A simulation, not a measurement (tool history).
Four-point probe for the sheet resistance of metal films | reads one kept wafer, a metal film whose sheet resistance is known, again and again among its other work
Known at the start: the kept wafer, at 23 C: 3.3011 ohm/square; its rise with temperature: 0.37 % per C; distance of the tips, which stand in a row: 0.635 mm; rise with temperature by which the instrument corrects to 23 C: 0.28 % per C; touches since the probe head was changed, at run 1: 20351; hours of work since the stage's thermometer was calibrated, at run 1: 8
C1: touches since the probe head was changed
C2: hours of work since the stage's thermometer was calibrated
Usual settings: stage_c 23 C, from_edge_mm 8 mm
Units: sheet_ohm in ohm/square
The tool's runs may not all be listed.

run 1 hour=0.0 | stage_c=23 from_edge_mm=8 | C1=20351 C2=8 | sheet_ohm=3.314669
run 2 hour=36.5 | stage_c=23 from_edge_mm=8 | C1=21376 C2=30 | sheet_ohm=3.313686
run 3 hour=86.1 | stage_c=23 from_edge_mm=8 | C1=22770 C2=60 | sheet_ohm=3.313419
run 4 hour=121.7 | stage_c=23 from_edge_mm=58 | C1=23773 C2=82 | sheet_ohm=3.303028
run 5 hour=161.8 | stage_c=23 from_edge_mm=58 | C1=24898 C2=106 | sheet_ohm=3.302858
run 6 hour=208.7 | stage_c=23 from_edge_mm=49 | C1=26217 C2=134 | sheet_ohm=3.302038
run 7 hour=244.9 | stage_c=23 from_edge_mm=49 | C1=27235 C2=156 | sheet_ohm=3.302602
run 8 hour=266.6 | stage_c=23 from_edge_mm=49 | C1=27846 C2=169 | sheet_ohm=3.303835
run 9 hour=301.3 | stage_c=23 from_edge_mm=8 | C1=28820 C2=190 | sheet_ohm=3.313866
run 10 hour=329.2 | stage_c=23 from_edge_mm=8 | C1=29603 C2=207 | sheet_ohm=3.312848
run 11 hour=370.8 | stage_c=23 from_edge_mm=8 | C1=30772 C2=232 | sheet_ohm=3.315010
run 12 hour=403.1 | stage_c=23 from_edge_mm=8 | C1=31682 C2=251 | sheet_ohm=3.315024
run 13 hour=434.3 | stage_c=23 from_edge_mm=12 | C1=32560 C2=270 | sheet_ohm=3.307342
run 14 hour=469.9 | stage_c=23 from_edge_mm=10 | C1=33558 C2=291 | sheet_ohm=3.308817
run 15 hour=504.5 | stage_c=23 from_edge_mm=55 | C1=34531 C2=312 | sheet_ohm=3.304011
run 16 hour=537.9 | stage_c=23 from_edge_mm=55 | C1=35472 C2=332 | sheet_ohm=3.302028
run 17 hour=588.5 | stage_c=23 from_edge_mm=9 | C1=36894 C2=363 | sheet_ohm=3.310854
run 18 hour=629.4 | stage_c=23 from_edge_mm=23 | C1=38044 C2=387 | sheet_ohm=3.303890
run 19 hour=652.8 | stage_c=23 from_edge_mm=23 | C1=38700 C2=401 | sheet_ohm=3.304434
run 20 hour=699.5 | stage_c=23 from_edge_mm=28 | C1=40013 C2=430 | sheet_ohm=3.302643
run 21 hour=733.4 | stage_c=19 from_edge_mm=28 | C1=40966 C2=450 | sheet_ohm=3.291372
run 22 hour=770.7 | stage_c=19 from_edge_mm=29 | C1=42014 C2=472 | sheet_ohm=3.291693
run 23 hour=809.3 | stage_c=19 from_edge_mm=19 | C1=43099 C2=496 | sheet_ohm=3.293041
run 24 hour=860.3 | stage_c=32 from_edge_mm=5 | C1=44532 C2=526 | sheet_ohm=3.356749
run 25 hour=903.1 | stage_c=27 from_edge_mm=11 | C1=45736 C2=552 | sheet_ohm=3.319179
run 26 hour=951.9 | stage_c=23 from_edge_mm=47 | C1=47109 C2=582 | sheet_ohm=3.302186
run 27 hour=998.1 | stage_c=23 from_edge_mm=47 | C1=48406 C2=609 | sheet_ohm=3.301568
run 28 hour=1045.8 | stage_c=23 from_edge_mm=47 | C1=49747 C2=638 | sheet_ohm=3.302403
run 29 hour=1068.4 | stage_c=34 from_edge_mm=7 | C1=50383 C2=652 | sheet_ohm=3.348721
run 30 hour=1104.8 | stage_c=22 from_edge_mm=5 | C1=51407 C2=674 | sheet_ohm=3.328113
run 31 hour=1130.4 | stage_c=23 from_edge_mm=59 | C1=52125 C2=689 | sheet_ohm=3.302030
run 32 hour=1168.1 | stage_c=21 from_edge_mm=6 | C1=53185 C2=712 | sheet_ohm=3.315247
run 33 hour=1199.1 | stage_c=31 from_edge_mm=8 | C1=54058 C2=731 | sheet_ohm=3.336321
run 34 hour=1249.4 | stage_c=25 from_edge_mm=19 | C1=55471 C2=761 | sheet_ohm=3.310417
run 35 hour=1290.6 | stage_c=23 from_edge_mm=67 | C1=56629 C2=786 | sheet_ohm=3.302385
run 36 hour=1332.5 | stage_c=28 from_edge_mm=42 | C1=57806 C2=811 | sheet_ohm=3.315830
run 37 hour=1355.2 | stage_c=19 from_edge_mm=10 | C1=58446 C2=825 | sheet_ohm=3.297453
run 38 hour=1388.7 | stage_c=25 from_edge_mm=5 | C1=59386 C2=845 | sheet_ohm=3.336227
run 39 hour=1420.4 | stage_c=23 from_edge_mm=13 | C1=60278 C2=864 | sheet_ohm=3.306099
run 40 hour=1451.7 | stage_c=22 from_edge_mm=40 | C1=61159 C2=883 | sheet_ohm=3.299766
run 41 hour=1499.5 | stage_c=25 from_edge_mm=14 | C1=62501 C2=911 | sheet_ohm=3.311362
run 42 hour=1549.1 | stage_c=25 from_edge_mm=14 | C1=63896 C2=941 | sheet_ohm=3.310618
run 43 hour=1585.6 | stage_c=29 from_edge_mm=14 | C1=64921 C2=963 | sheet_ohm=3.322662
run 44 hour=1615.1 | stage_c=29 from_edge_mm=14 | C1=65752 C2=981 | sheet_ohm=3.320906
run 45 hour=1656.2 | stage_c=22 from_edge_mm=29 | C1=66907 C2=1006 | sheet_ohm=3.298501
run 46 hour=1687.0 | stage_c=28 from_edge_mm=22 | C1=67771 C2=1024 | sheet_ohm=3.317661

Measured less the same run without the tool's hidden state. The same run-to-run variation is in both; the gauge's scatter may not be:
The hidden state here: inner tips' distance over the nominal, %; tips' flats over new ones', %; wafer's true temperature over the reading, C; drift of the gauge itself on sheet_ohm, %.
run=1 sheet_ohm=+0.002031
run=2 sheet_ohm=+0.001989
run=3 sheet_ohm=+0.001932
run=4 sheet_ohm=+0.001883
run=5 sheet_ohm=+0.001847
run=6 sheet_ohm=+0.001805
run=7 sheet_ohm=+0.001754
run=8 sheet_ohm=+0.001736
run=9 sheet_ohm=+0.001705
run=10 sheet_ohm=+0.001673
run=11 sheet_ohm=+0.001632
run=12 sheet_ohm=+0.001599
run=13 sheet_ohm=+0.001563
run=14 sheet_ohm=+0.001516
run=15 sheet_ohm=+0.001470
run=16 sheet_ohm=+0.001436
run=17 sheet_ohm=+0.001399
run=18 sheet_ohm=+0.001336
run=19 sheet_ohm=+0.001306
run=20 sheet_ohm=+0.001247
run=21 sheet_ohm=+0.001228
run=22 sheet_ohm=+0.001188
run=23 sheet_ohm=+0.001151
run=24 sheet_ohm=+0.001033
run=25 sheet_ohm=+0.001012
run=26 sheet_ohm=+0.001002
run=27 sheet_ohm=+0.000940
run=28 sheet_ohm=+0.000895
run=29 sheet_ohm=+0.000799
run=30 sheet_ohm=+0.000834
run=31 sheet_ohm=+0.000792
run=32 sheet_ohm=+0.000758
run=33 sheet_ohm=+0.000637
run=34 sheet_ohm=+0.000633
run=35 sheet_ohm=+0.000606
run=36 sheet_ohm=+0.000507
run=37 sheet_ohm=+0.000569
run=38 sheet_ohm=+0.000478
run=39 sheet_ohm=+0.000455
run=40 sheet_ohm=+0.000421
run=41 sheet_ohm=+0.000355
run=42 sheet_ohm=+0.000294
run=43 sheet_ohm=+0.000220
run=44 sheet_ohm=+0.000190
run=45 sheet_ohm=+0.000229
run=46 sheet_ohm=+0.000122
